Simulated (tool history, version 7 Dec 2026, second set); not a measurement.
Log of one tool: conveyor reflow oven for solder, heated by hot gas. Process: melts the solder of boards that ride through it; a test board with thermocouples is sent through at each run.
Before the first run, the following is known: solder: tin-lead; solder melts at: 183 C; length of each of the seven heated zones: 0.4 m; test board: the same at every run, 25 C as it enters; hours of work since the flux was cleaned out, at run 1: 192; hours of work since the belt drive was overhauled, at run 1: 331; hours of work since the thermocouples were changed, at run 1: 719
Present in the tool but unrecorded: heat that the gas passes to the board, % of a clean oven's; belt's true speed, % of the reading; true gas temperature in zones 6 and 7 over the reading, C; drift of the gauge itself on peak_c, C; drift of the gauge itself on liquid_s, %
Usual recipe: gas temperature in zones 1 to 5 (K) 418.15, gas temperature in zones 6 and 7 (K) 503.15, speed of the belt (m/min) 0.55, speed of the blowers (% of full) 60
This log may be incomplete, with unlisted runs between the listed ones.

run	hour	gas temperature in zones 1 to 5 (K)	gas temperature in zones 6 and 7 (K)	speed of the belt (m/min)	speed of the blowers (% of full)	hours of work since the flux was cleaned out	hours of work since the belt drive was overhauled	hours of work since the thermocouples were changed	highest temperature of the board (K)	time above the solder's melting point (s)
1	0	418.15	503.15	0.55	60	192	331	719	481.45	57.9
2	16.1	418.15	503.15	0.55	60	199	339	726	481.55	57.8
3	36.3	424.15	503.15	0.55	60	208	347	735	482.25	63.5
4	57.5	418.15	503.15	0.55	60	218	357	745	480.65	57.2
5	79.6	418.15	503.15	0.55	60	227	367	754	481.45	57.5
6	108.1	418.15	503.15	0.55	60	240	379	767	480.25	57.1
7	134.3	418.15	503.15	0.55	60	252	391	779	480.85	56.3
8	161.3	418.15	503.15	0.55	60	264	403	791	481.35	56.7
9	190	418.15	503.15	0.55	60	276	416	803	480.95	57.4
10	211.1	418.15	503.15	0.55	54	286	425	813	479.55	54.3
11	237.7	418.15	503.15	0.55	54	298	437	825	478.55	53.8
12	252.2	418.15	503.15	0.55	74	304	443	831	483.55	61.1
13	268.7	427.15	512.15	0.625	51	311	451	838	481.85	53.1
14	285.1	427.15	512.15	0.625	51	319	458	846	482.05	53.4
15	302.6	418.15	503.15	0.55	57	327	466	854	479.15	54.8
16	326.5	403.15	505.15	0.55	60	337	476	864	477.15	46.7
17	340.7	426.15	503.15	0.55	55	343	483	870	480.75	61.9
# hour 345: thermocouples of zones 6 and 7 changed
18	361.3	429.15	503.15	0.55	80	352	491	7	488.05	72.1
19	379.3	412.15	503.15	0.55	80	360	499	15	483.55	59.7

Table of differences, measured result less the result of that run with no hidden state. Run-to-run variation is the same in both. Gauge scatter possibly is not:
run	highest temperature of the board (K)	time above the solder's melting point (s)
1	-2.2	-2.3
2	-2.2	-2.4
3	-2.2	-2.2
4	-2.4	-2.7
5	-2.5	-2.7
6	-2.5	-2.8
7	-2.6	-3
8	-2.7	-3.1
9	-2.8	-3.3
10	-2.8	-3.5
11	-2.9	-3.6
12	-3.2	-3.2
13	-3.1	-3.1
14	-3.2	-3.2
15	-3.2	-3.8
16	-3.7	-4.7
17	-3	-3.5
18	-2.2	-1.5
19	-2.7	-2.8
